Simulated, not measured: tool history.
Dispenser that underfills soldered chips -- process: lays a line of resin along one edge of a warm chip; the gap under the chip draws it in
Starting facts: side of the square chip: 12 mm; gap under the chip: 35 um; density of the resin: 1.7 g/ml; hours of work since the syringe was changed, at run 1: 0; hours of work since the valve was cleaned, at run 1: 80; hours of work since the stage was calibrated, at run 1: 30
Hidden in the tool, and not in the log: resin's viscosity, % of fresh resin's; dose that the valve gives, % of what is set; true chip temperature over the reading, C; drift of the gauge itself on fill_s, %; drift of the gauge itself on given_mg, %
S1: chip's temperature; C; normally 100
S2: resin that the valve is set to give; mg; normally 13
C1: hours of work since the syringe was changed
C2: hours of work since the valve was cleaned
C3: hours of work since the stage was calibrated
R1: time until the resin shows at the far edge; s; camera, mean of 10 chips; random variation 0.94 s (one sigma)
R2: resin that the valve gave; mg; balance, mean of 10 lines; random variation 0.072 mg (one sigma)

{"run": 1, "hour": 0.0, "S1": 100, "S2": 13, "C1": 0, "C2": 80, "C3": 30, "R1": 93.3, "R2": 12.3}
{"run": 2, "hour": 4.0, "S1": 100, "S2": 13, "C1": 3, "C2": 83, "C3": 32, "R1": 112.3, "R2": 12.12}
{"run": 3, "hour": 7.3, "S1": 100, "S2": 13, "C1": 5, "C2": 85, "C3": 35, "R1": 129, "R2": 12.24}
{"run": 4, "hour": 10.6, "S1": 100, "S2": 13, "C1": 7, "C2": 87, "C3": 37, "R1": 146.5, "R2": 12.16}
{"run": 5, "hour": 14.0, "S1": 100, "S2": 13, "C1": 9, "C2": 89, "C3": 39, "R1": 168.7, "R2": 12.23}
{"hour": 16.7, "done": "new syringe of resin"}
{"run": 6, "hour": 19.3, "S1": 89, "S2": 13, "C1": 2, "C2": 93, "C3": 42, "R1": 156.4, "R2": 12.2}
{"run": 7, "hour": 25.4, "S1": 89, "S2": 11.3, "C1": 6, "C2": 97, "C3": 46, "R1": 208.9, "R2": 10.49}
{"run": 8, "hour": 29.7, "S1": 89, "S2": 11.3, "C1": 8, "C2": 99, "C3": 49, "R1": 256.4, "R2": 10.42}
{"hour": 33.7, "done": "new syringe of resin"}
{"run": 9, "hour": 34.2, "S1": 100, "S2": 13, "C1": 0, "C2": 102, "C3": 51, "R1": 95.6, "R2": 12.05}
{"run": 10, "hour": 38.7, "S1": 100, "S2": 12.4, "C1": 3, "C2": 105, "C3": 54, "R1": 116.4, "R2": 11.46}
{"run": 11, "hour": 42.4, "S1": 100, "S2": 12.4, "C1": 6, "C2": 107, "C3": 57, "R1": 135.5, "R2": 11.47}
{"run": 12, "hour": 46.4, "S1": 100, "S2": 12.4, "C1": 8, "C2": 110, "C3": 59, "R1": 161, "R2": 11.4}
{"run": 13, "hour": 49.1, "S1": 100, "S2": 13, "C1": 10, "C2": 112, "C3": 61, "R1": 178.9, "R2": 11.96}
{"hour": 50.9, "done": "new syringe of resin"}
{"run": 14, "hour": 52.1, "S1": 100, "S2": 13, "C1": 1, "C2": 113, "C3": 63, "R1": 99.4, "R2": 11.91}
{"hour": 53.5, "done": "dispensing valve cleaned and set on the balance"}
{"run": 15, "hour": 58.3, "S1": 91, "S2": 15.9, "C1": 4, "C2": 3, "C3": 66, "R1": 166.6, "R2": 15.63}
{"run": 16, "hour": 63.5, "S1": 103, "S2": 11.2, "C1": 7, "C2": 6, "C3": 69, "R1": 140.4, "R2": 11.12}
{"hour": 68.9, "done": "new syringe of resin"}
{"run": 17, "hour": 69.2, "S1": 103, "S2": 11.2, "C1": 0, "C2": 10, "C3": 73, "R1": 87.7, "R2": 10.98}
{"run": 18, "hour": 75.4, "S1": 103, "S2": 11.2, "C1": 4, "C2": 14, "C3": 77, "R1": 114.7, "R2": 11.02}
{"run": 19, "hour": 80.0, "S1": 103, "S2": 11.2, "C1": 7, "C2": 17, "C3": 80, "R1": 138.5, "R2": 11.03}
{"run": 20, "hour": 82.7, "S1": 103, "S2": 15.4, "C1": 9, "C2": 19, "C3": 82, "R1": 147.5, "R2": 15.06}
{"hour": 86.1, "done": "new syringe of resin"}
{"run": 21, "hour": 86.4, "S1": 95, "S2": 13, "C1": 0, "C2": 21, "C3": 84, "R1": 111.6, "R2": 12.75}
{"run": 22, "hour": 91.0, "S1": 108, "S2": 14, "C1": 3, "C2": 24, "C3": 87, "R1": 85.4, "R2": 13.73}
{"run": 23, "hour": 96.3, "S1": 108, "S2": 14, "C1": 7, "C2": 27, "C3": 90, "R1": 104.8, "R2": 13.89}
{"run": 24, "hour": 100.3, "S1": 112, "S2": 12.2, "C1": 9, "C2": 30, "C3": 93, "R1": 114.2, "R2": 11.85}
{"hour": 103.2, "done": "new syringe of resin"}
{"run": 25, "hour": 104.9, "S1": 114, "S2": 12.2, "C1": 1, "C2": 32, "C3": 95, "R1": 63.1, "R2": 11.84}
{"run": 26, "hour": 108.1, "S1": 114, "S2": 12.2, "C1": 3, "C2": 35, "C3": 98, "R1": 74.4, "R2": 11.86}
{"run": 27, "hour": 110.8, "S1": 89, "S2": 11.9, "C1": 5, "C2": 36, "C3": 99, "R1": 195.8, "R2": 11.6}

Difference, measured minus no-hidden-state, one row per run. Run-to-run variation is common to both terms; the gauge's own scatter need not be:
run=1 R1=+4.7 R2=-0.75
run=2 R1=+22.4 R2=-0.76
run=3 R1=+39.2 R2=-0.79
run=4 R1=+57.5 R2=-0.8
run=5 R1=+80.3 R2=-0.84
run=6 R1=+23.3 R2=-0.86
run=7 R1=+72.8 R2=-0.78
run=8 R1=+117.2 R2=-0.8
run=9 R1=+4.8 R2=-0.95
run=10 R1=+25.2 R2=-0.94
run=11 R1=+44.9 R2=-0.96
run=12 R1=+69.9 R2=-0.97
run=13 R1=+88.2 R2=-1.04
run=14 R1=+9.6 R2=-1.06
run=15 R1=+43.8 R2=-0.09
run=16 R1=+57.5 R2=-0.09
run=17 R1=+4.2 R2=-0.12
run=18 R1=+30.5 R2=-0.16
run=19 R1=+55.1 R2=-0.18
run=20 R1=+68 R2=-0.26
run=21 R1=+4.9 R2=-0.24
run=22 R1=+18 R2=-0.3
run=23 R1=+38.5 R2=-0.33
run=24 R1=+53.6 R2=-0.32
run=25 R1=+6.5 R2=-0.34
run=26 R1=+16.2 R2=-0.36
run=27 R1=+59.9 R2=-0.37

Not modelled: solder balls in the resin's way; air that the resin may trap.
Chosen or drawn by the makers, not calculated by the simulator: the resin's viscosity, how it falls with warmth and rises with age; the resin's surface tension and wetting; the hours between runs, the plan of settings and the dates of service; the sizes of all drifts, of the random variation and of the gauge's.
